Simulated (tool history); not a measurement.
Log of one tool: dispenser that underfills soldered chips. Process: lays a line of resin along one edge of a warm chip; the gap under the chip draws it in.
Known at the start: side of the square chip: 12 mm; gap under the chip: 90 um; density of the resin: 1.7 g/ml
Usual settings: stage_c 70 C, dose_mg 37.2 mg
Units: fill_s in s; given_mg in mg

Run 1, day 0: usual settings. Result: fill_s 57.2 s, given_mg 36.53 mg.
Run 2, day 0.217: usual settings but stage_c 66 C. Result: fill_s 85.7 s, given_mg 36.13 mg.
At day 0.25: new syringe of resin.
Run 3, day 0.579: usual settings but stage_c 66 C, dose_mg 35.7 mg. Result: fill_s 87.9 s, given_mg 34.59 mg.
At day 0.629: new syringe of resin.
At day 1: new syringe of resin.
Run 4, day 1.012: usual settings but stage_c 66 C, dose_mg 35.7 mg. Result: fill_s 59.4 s, given_mg 34.43 mg.
At day 1.358: new syringe of resin.
Run 5, day 1.488: usual settings but stage_c 66 C, dose_mg 35.7 mg. Result: fill_s 68.4 s, given_mg 34.24 mg.
At day 1.733: new syringe of resin.
Run 6, day 1.842: usual settings but stage_c 66 C, dose_mg 35.7 mg. Result: fill_s 67.3 s, given_mg 34.17 mg.
At day 2.1: new syringe of resin.
Run 7, day 2.15: usual settings but stage_c 66 C, dose_mg 35.7 mg. Result: fill_s 61 s, given_mg 33.96 mg.
Run 8, day 2.417: usual settings but stage_c 66 C, dose_mg 38.1 mg. Result: fill_s 83.5 s, given_mg 36.35 mg.
At day 2.467: new syringe of resin.
Run 9, day 2.738: usual settings. Result: fill_s 71.3 s, given_mg 35.07 mg.
At day 2.825: new syringe of resin.
Run 10, day 3.075: usual settings. Result: fill_s 70.8 s, given_mg 35.09 mg.
At day 3.204: new syringe of resin.
Run 11, day 3.296: usual settings. Result: fill_s 57.2 s, given_mg 35.07 mg.
At day 3.6: new syringe of resin.
Run 12, day 3.617: usual settings but dose_mg 40.8 mg. Result: fill_s 50.9 s, given_mg 38.07 mg.
At day 3.996: new syringe of resin.
Run 13, day 4.071: usual settings but stage_c 56 C, dose_mg 40.8 mg. Result: fill_s 91.4 s, given_mg 37.69 mg.
At day 4.383: new syringe of resin.
Run 14, day 4.442: usual settings. Result: fill_s 54.3 s, given_mg 34.45 mg.
At day 4.762: new syringe of resin.
Run 15, day 4.879: usual settings. Result: fill_s 58.1 s, given_mg 34.33 mg.
At day 5.146: new syringe of resin.
Run 16, day 5.188: usual settings. Result: fill_s 53.9 s, given_mg 34.24 mg.
Run 17, day 5.408: usual settings. Result: fill_s 68.9 s, given_mg 34.04 mg.
At day 5.533: new syringe of resin.
At day 5.904: new syringe of resin.
At day 5.946: dispensing valve cleaned and set on the balance.
Run 18, day 5.962: usual settings but dose_mg 34.5 mg. Result: fill_s 53.3 s, given_mg 34.6 mg.
At day 6.342: new syringe of resin.
Run 19, day 6.342: usual settings but stage_c 59 C, dose_mg 43.5 mg. Result: fill_s 74.5 s, given_mg 43.67 mg.
Run 20, day 6.592: usual settings but stage_c 60 C, dose_mg 35.6 mg. Result: fill_s 99.5 s, given_mg 35.37 mg.
At day 6.712: new syringe of resin.
At day 7.071: new syringe of resin.
Run 21, day 7.071: usual settings but stage_c 74 C, dose_mg 35.2 mg. Result: fill_s 43.5 s, given_mg 34.71 mg.
At day 7.475: new syringe of resin.
Run 22, day 7.558: usual settings but stage_c 62 C, dose_mg 38.3 mg. Result: fill_s 75.9 s, given_mg 37.57 mg.
At day 7.867: new syringe of resin.
Run 23, day 7.942: usual settings but stage_c 62 C, dose_mg 38.3 mg. Result: fill_s 74.4 s, given_mg 37.41 mg.
At day 8.233: new syringe of resin.
Run 24, day 8.254: usual settings but stage_c 67 C, dose_mg 42.4 mg. Result: fill_s 56.7 s, given_mg 41.53 mg.
Run 25, day 8.562: usual settings but stage_c 84 C, dose_mg 37.6 mg. Result: fill_s 47.6 s, given_mg 36.26 mg.
At day 8.612: new syringe of resin.
Run 26, day 8.821: usual settings but stage_c 56 C, dose_mg 38.4 mg. Result: fill_s 105.9 s, given_mg 37.44 mg.
At day 8.975: new syringe of resin.
At day 9.342: new syringe of resin.
Run 27, day 9.342: usual settings but stage_c 83 C, dose_mg 43.6 mg. Result: fill_s 32.3 s, given_mg 41.82 mg.
At day 9.7: new syringe of resin.
Run 28, day 9.821: usual settings but stage_c 83 C, dose_mg 43.6 mg. Result: fill_s 37.7 s, given_mg 41.65 mg.
At day 10.067: new syringe of resin.
Run 29, day 10.321: usual settings but stage_c 67 C, dose_mg 37.5 mg. Result: fill_s 77.4 s, given_mg 35.54 mg.
At day 10.462: new syringe of resin.
Run 30, day 10.696: usual settings but stage_c 76 C, dose_mg 45.6 mg. Result: fill_s 56.6 s, given_mg 43.02 mg.
At day 10.825: new syringe of resin.
Run 31, day 11.167: usual settings but stage_c 76 C, dose_mg 45.6 mg. Result: fill_s 60.6 s, given_mg 42.73 mg.
At day 11.204: new syringe of resin.
Run 32, day 11.496: usual settings but stage_c 80 C, dose_mg 33 mg. Result: fill_s 53.9 s, given_mg 30.96 mg.
At day 11.567: new syringe of resin.
Run 33, day 11.892: usual settings but stage_c 80 C, dose_mg 33 mg. Result: fill_s 54.4 s, given_mg 30.77 mg.
At day 11.942: new syringe of resin.
At day 12.329: new syringe of resin.
Run 34, day 12.392: usual settings but stage_c 76 C, dose_mg 32.8 mg. Result: fill_s 47.2 s, given_mg 30.43 mg.
Run 35, day 12.633: usual settings but stage_c 81 C, dose_mg 44.9 mg. Result: fill_s 52.6 s, given_mg 41.57 mg.

Forecast each of these 3 alternatives for the next run:
At day 12.708: new syringe of resin.
Run A, day 12.938: usual settings but stage_c 71 C. Result: fill_s ?, given_mg ?.
At day 12.708: new syringe of resin.
Run B, day 12.938: usual settings but stage_c 73 C, dose_mg 33.6 mg. Result: fill_s ?, given_mg ?.
At day 12.708: new syringe of resin.
Run C, day 12.938: usual settings but stage_c 75 C. Result: fill_s ?, given_mg ?.

run  fill_s  given_mg
  A    64.5     34.06
  B    60.7     30.55
  C    56.7     34.03
Without the tool's hidden state the same runs would have given:
run  fill_s  given_mg
  A    47.4     37.14
  B    44.5      33.3
  C    41.8      37.1
